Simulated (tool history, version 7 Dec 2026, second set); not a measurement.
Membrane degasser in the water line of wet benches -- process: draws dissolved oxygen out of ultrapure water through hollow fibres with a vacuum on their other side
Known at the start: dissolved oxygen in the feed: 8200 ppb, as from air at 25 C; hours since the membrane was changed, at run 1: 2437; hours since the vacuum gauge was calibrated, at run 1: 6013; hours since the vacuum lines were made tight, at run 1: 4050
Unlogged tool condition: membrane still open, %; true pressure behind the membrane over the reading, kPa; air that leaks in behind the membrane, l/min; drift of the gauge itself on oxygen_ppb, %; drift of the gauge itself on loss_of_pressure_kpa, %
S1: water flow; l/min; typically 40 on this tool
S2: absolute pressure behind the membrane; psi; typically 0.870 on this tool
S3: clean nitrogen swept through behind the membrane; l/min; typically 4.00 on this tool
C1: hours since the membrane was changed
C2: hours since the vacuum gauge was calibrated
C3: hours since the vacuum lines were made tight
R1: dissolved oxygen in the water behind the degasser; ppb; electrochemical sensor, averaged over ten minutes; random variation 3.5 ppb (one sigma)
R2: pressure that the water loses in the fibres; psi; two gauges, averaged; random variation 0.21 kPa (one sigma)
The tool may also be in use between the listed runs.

run 1 hour=0.0 | S1=40 S2=0.870 S3=4.00 | C1=2437 C2=6013 C3=4050 | R1=352.7 R2=7.448
run 2 hour=128.8 | S1=40 S2=0.870 S3=4.00 | C1=2566 C2=6141 C3=4179 | R1=358.3 R2=7.420
run 3 hour=353.3 | S1=40 S2=0.870 S3=7.16 | C1=2790 C2=6366 C3=4404 | R1=325.9 R2=7.426
run 4 hour=553.5 | S1=40 S2=0.870 S3=7.16 | C1=2990 C2=6566 C3=4604 | R1=330.1 R2=7.388
run 5 hour=678.0 | S1=40 S2=0.870 S3=7.16 | C1=3115 C2=6691 C3=4728 | R1=328.8 R2=7.482
run 6 hour=818.2 | S1=40 S2=0.870 S3=7.16 | C1=3255 C2=6831 C3=4868 | R1=325.5 R2=7.426
run 7 hour=986.2 | S1=40 S2=0.870 S3=7.16 | C1=3423 C2=6999 C3=5036 | R1=320.0 R2=7.400
run 8 hour=1170.6 | S1=40 S2=0.870 S3=7.16 | C1=3608 C2=7183 C3=5221 | R1=320.6 R2=7.417
run 9 hour=1323.1 | S1=40 S2=0.870 S3=7.16 | C1=3760 C2=7336 C3=5373 | R1=326.6 R2=7.426
run 10 hour=1486.8 | S1=40 S2=0.619 S3=7.16 | C1=3924 C2=7499 C3=5537 | R1=305.2 R2=7.427
run 11 hour=1640.6 | S1=40 S2=0.619 S3=7.16 | C1=4078 C2=7653 C3=5691 | R1=304.9 R2=7.336
run 12 hour=1863.8 | S1=40 S2=0.619 S3=7.16 | C1=4301 C2=7876 C3=5914 | R1=307.0 R2=7.407
run 13 hour=1994.8 | S1=40 S2=0.870 S3=10.78 | C1=4432 C2=8007 C3=6045 | R1=315.9 R2=7.394
run 14 hour=2207.3 | S1=40 S2=0.870 S3=4.00 | C1=4644 C2=8220 C3=6258 | R1=353.2 R2=7.387
-- hour=2222.3 vacuum gauge calibrated
run 15 hour=2411.2 | S1=43 S2=0.870 S3=4.00 | C1=4848 C2=189 C3=6461 | R1=412.9 R2=7.931
run 16 hour=2631.2 | S1=40 S2=0.870 S3=4.00 | C1=5068 C2=409 C3=6681 | R1=352.8 R2=7.319
run 17 hour=2815.1 | S1=24 S2=1.369 S3=7.85 | C1=5252 C2=593 C3=6865 | R1=102.8 R2=4.454
run 18 hour=2978.0 | S1=40 S2=0.654 S3=4.00 | C1=5414 C2=756 C3=7028 | R1=317.7 R2=7.316
run 19 hour=3139.1 | S1=40 S2=0.658 S3=2.37 | C1=5576 C2=917 C3=7189 | R1=339.0 R2=7.356
run 20 hour=3288.1 | S1=48 S2=1.829 S3=2.92 | C1=5725 C2=1066 C3=7338 | R1=761.7 R2=8.856
run 21 hour=3501.6 | S1=27 S2=1.030 S3=3.35 | C1=5938 C2=1279 C3=7551 | R1=160.1 R2=4.960
run 22 hour=3696.3 | S1=30 S2=0.870 S3=2.51 | C1=6133 C2=1474 C3=7746 | R1=203.1 R2=5.538
run 23 hour=3912.9 | S1=27 S2=0.973 S3=3.64 | C1=6349 C2=1691 C3=7963 | R1=147.1 R2=4.946
run 24 hour=4121.2 | S1=27 S2=0.973 S3=3.64 | C1=6558 C2=1899 C3=8171 | R1=151.1 R2=4.954
run 25 hour=4230.1 | S1=27 S2=0.973 S3=3.64 | C1=6667 C2=2008 C3=8280 | R1=147.4 R2=4.979
run 26 hour=4412.4 | S1=38 S2=0.593 S3=4.00 | C1=6849 C2=2190 C3=8462 | R1=273.7 R2=7.004
run 27 hour=4579.4 | S1=63 S2=0.779 S3=2.32 | C1=7016 C2=2357 C3=8629 | R1=896.4 R2=11.545
run 28 hour=4758.1 | S1=63 S2=0.779 S3=2.32 | C1=7195 C2=2536 C3=8808 | R1=880.4 R2=11.507
run 29 hour=4900.7 | S1=40 S2=0.640 S3=4.00 | C1=7337 C2=2678 C3=8950 | R1=314.6 R2=7.282
run 30 hour=5078.5 | S1=31 S2=0.891 S3=7.48 | C1=7515 C2=2856 C3=9128 | R1=169.9 R2=5.665
-- hour=5123.0 seals of the vacuum lines changed
run 31 hour=5248.4 | S1=50 S2=0.870 S3=4.00 | C1=7683 C2=3024 C3=125 | R1=571.3 R2=9.150
run 32 hour=5410.5 | S1=60 S2=1.384 S3=4.00 | C1=7845 C2=3186 C3=288 | R1=912.4 R2=11.024

Results for each run, recomputed without the tool's hidden state and with each run's random variation untouched:
run=1 R2=7.446
run=2 R2=7.422
run=3 R2=7.432
run=4 R2=7.398
run=5 R2=7.497
run=6 R2=7.442
run=7 R2=7.420
run=8 R2=7.443
run=9 R2=7.455
run=10 R2=7.459
run=11 R2=7.371
run=12 R2=7.448
run=13 R2=7.438
run=14 R2=7.435
run=15 R2=7.987
run=16 R2=7.378
run=17 R2=4.492
run=18 R2=7.382
run=19 R2=7.426
run=20 R2=8.946
run=21 R2=5.013
run=22 R2=5.600
run=23 R2=5.005
run=24 R2=5.018
run=25 R2=5.043
run=26 R2=7.098
run=27 R2=11.709
run=28 R2=11.677
run=29 R2=7.393
run=30 R2=5.755
run=31 R2=9.298
run=32 R2=11.209
R1: within 1.5 ppb of the measured result in every run.

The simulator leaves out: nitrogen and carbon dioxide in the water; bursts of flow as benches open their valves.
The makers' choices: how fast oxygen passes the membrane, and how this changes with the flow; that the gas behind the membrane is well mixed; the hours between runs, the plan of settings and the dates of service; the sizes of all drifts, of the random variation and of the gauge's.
